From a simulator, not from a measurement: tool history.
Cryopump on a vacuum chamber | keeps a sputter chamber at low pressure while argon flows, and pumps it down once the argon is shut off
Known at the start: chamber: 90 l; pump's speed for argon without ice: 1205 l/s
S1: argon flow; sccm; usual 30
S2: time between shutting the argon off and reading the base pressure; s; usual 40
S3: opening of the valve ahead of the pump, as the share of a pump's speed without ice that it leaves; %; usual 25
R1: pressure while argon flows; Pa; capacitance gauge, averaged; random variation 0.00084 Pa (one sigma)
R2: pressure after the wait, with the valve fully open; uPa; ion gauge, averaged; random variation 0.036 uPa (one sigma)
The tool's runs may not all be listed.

run,hour,S1,S2,S3,R1,R2
1,0,30,40,25,0.1719,2.31
2,33.9,30,40,25,0.1708,2.3
3,106.9,30,40,25,0.1713,2.26
4,143.9,30,40,25,0.1714,2.32
5,199.1,30,40,25,0.1727,2.31
6,253.8,30,40,25,0.1722,2.39
7,290,16,40,25,0.0931,2.35
8,351.5,16,40,25,0.0917,2.3
9,398.2,30,40,25,0.1718,2.32
10,435.5,30,40,25,0.1719,2.42
11,492.6,30,40,25,0.1726,2.36
12,555.8,32,114,53,0.09,1.26
13,596.1,32,114,53,0.0902,1.24
14,650.3,42,40,35,0.1756,2.38
15,685.5,45,55,18,0.3617,1.91
16,753.5,13,40,25,0.0758,2.44
17,809.9,55,41,25,0.3191,2.3
18,858.1,30,38,25,0.1749,2.46

The next listed run, before its measurement:
19,910.8,19,38,52,?,?

{"run 19": {"R1": 0.0561, "R2": 2.49}}
Without the tool's hidden state the same run would have given R1 0.052 Pa, R2 2.04 uPa.

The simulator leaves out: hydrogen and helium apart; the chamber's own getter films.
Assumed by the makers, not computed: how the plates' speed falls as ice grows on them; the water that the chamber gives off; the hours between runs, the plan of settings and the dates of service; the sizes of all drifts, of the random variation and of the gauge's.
